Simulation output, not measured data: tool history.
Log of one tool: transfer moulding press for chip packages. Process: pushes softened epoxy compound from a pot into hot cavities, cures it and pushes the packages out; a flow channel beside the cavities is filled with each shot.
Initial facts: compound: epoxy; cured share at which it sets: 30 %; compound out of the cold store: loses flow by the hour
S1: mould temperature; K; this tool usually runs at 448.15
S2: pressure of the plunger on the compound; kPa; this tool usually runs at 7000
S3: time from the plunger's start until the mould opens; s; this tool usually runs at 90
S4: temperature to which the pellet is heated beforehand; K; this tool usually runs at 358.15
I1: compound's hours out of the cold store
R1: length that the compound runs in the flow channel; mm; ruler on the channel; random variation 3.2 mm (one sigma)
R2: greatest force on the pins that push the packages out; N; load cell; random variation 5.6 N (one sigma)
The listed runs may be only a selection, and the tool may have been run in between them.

run 1 hour=0 | S1=448.15 S2=7000 S3=90 S4=358.15 | I1=19.7 | R1=540 R2=341
-- hour=24 cavities cleaned with cleaning compound and waxed
run 2 hour=30.1 | S1=448.15 S2=7000 S3=90 S4=358.15 | I1=45.5 | R1=454 R2=225
run 3 hour=69 | S1=448.15 S2=7000 S3=90 S4=358.15 | I1=45.7 | R1=444 R2=331
run 4 hour=103.7 | S1=448.15 S2=7000 S3=90 S4=358.15 | I1=25.6 | R1=511 R2=350
-- hour=127.9 cavities cleaned with cleaning compound and waxed
run 5 hour=142.8 | S1=448.15 S2=7000 S3=90 S4=358.15 | I1=43 | R1=451 R2=241
-- hour=174.1 plunger's sealing rings changed
run 6 hour=181.7 | S1=448.15 S2=6690 S3=90 S4=358.15 | I1=9.2 | R1=576 R2=329
run 7 hour=207.6 | S1=448.15 S2=6690 S3=90 S4=358.15 | I1=26.1 | R1=512 R2=350
-- hour=235.9 cavities cleaned with cleaning compound and waxed
run 8 hour=246 | S1=444.15 S2=7000 S3=90 S4=358.15 | I1=12.7 | R1=578 R2=276
run 9 hour=292.8 | S1=444.15 S2=7000 S3=90 S4=358.15 | I1=12 | R1=570 R2=412
-- hour=341.2 cavities cleaned with cleaning compound and waxed
run 10 hour=341.2 | S1=444.15 S2=7000 S3=90 S4=358.15 | I1=45.4 | R1=453 R2=217
run 11 hour=370.1 | S1=448.15 S2=7000 S3=90 S4=358.15 | I1=18.5 | R1=536 R2=297
-- hour=388.2 mould's thermocouples calibrated
run 12 hour=401.8 | S1=448.15 S2=7000 S3=90 S4=358.15 | I1=26.5 | R1=506 R2=338
run 13 hour=425 | S1=448.15 S2=7000 S3=90 S4=358.15 | I1=46.6 | R1=440 R2=341
-- hour=448 cavities cleaned with cleaning compound and waxed
-- hour=454 plunger's sealing rings changed
run 14 hour=468.4 | S1=448.15 S2=7000 S3=90 S4=358.15 | I1=40.9 | R1=475 R2=257
run 15 hour=508.5 | S1=448.15 S2=7000 S3=90 S4=358.15 | I1=46.5 | R1=448 R2=346
run 16 hour=529.4 | S1=448.15 S2=7290 S3=74 S4=349.15 | I1=45.8 | R1=464 R2=452
-- hour=553.7 cavities cleaned with cleaning compound and waxed
run 17 hour=576.9 | S1=454.15 S2=8200 S3=90 S4=361.15 | I1=32.5 | R1=527 R2=263
run 18 hour=616.7 | S1=450.15 S2=8200 S3=90 S4=361.15 | I1=26.5 | R1=552 R2=340
-- hour=656.2 cavities cleaned with cleaning compound and waxed
run 19 hour=656.2 | S1=448.15 S2=7460 S3=78 S4=358.15 | I1=37.7 | R1=485 R2=227
run 20 hour=703.6 | S1=449.15 S2=7000 S3=90 S4=358.15 | I1=47.5 | R1=436 R2=299
run 21 hour=724.5 | S1=449.15 S2=7000 S3=90 S4=358.15 | I1=27.4 | R1=500 R2=325
-- hour=732.5 plunger's sealing rings changed
run 22 hour=756.3 | S1=444.15 S2=7000 S3=90 S4=368.15 | I1=29.4 | R1=517 R2=396
-- hour=761.4 cavities cleaned with cleaning compound and waxed
run 23 hour=779.6 | S1=444.15 S2=6550 S3=90 S4=353.15 | I1=13.2 | R1=559 R2=313
run 24 hour=820.1 | S1=446.15 S2=7250 S3=114 S4=366.15 | I1=13.4 | R1=581 R2=309
run 25 hour=849.8 | S1=446.15 S2=7250 S3=114 S4=366.15 | I1=47.3 | R1=456 R2=320
-- hour=864.6 cavities cleaned with cleaning compound and waxed
run 26 hour=877.4 | S1=447.15 S2=7000 S3=103 S4=358.15 | I1=36.4 | R1=479 R2=229
run 27 hour=910.9 | S1=454.15 S2=7000 S3=70 S4=352.15 | I1=29.7 | R1=489 R2=348

Alternative continuations, all from the tool just after run 27; predict every row:
run A hour=957.9 | S1=454.15 S2=6330 S3=74 S4=352.15 | I1=36.3 | R1=? R2=?
run B hour=957.9 | S1=454.15 S2=7000 S3=78 S4=362.15 | I1=39.1 | R1=? R2=?
run C hour=957.9 | S1=451.15 S2=7000 S3=108 S4=352.15 | I1=35.8 | R1=? R2=?

run=A R1=445 R2=354
run=B R1=459 R2=333
run=C R1=475 R2=322
With no hidden state in the tool, these same runs would have given:
run=A R1=460 R2=189
run=B R1=474 R2=178
run=C R1=491 R2=172
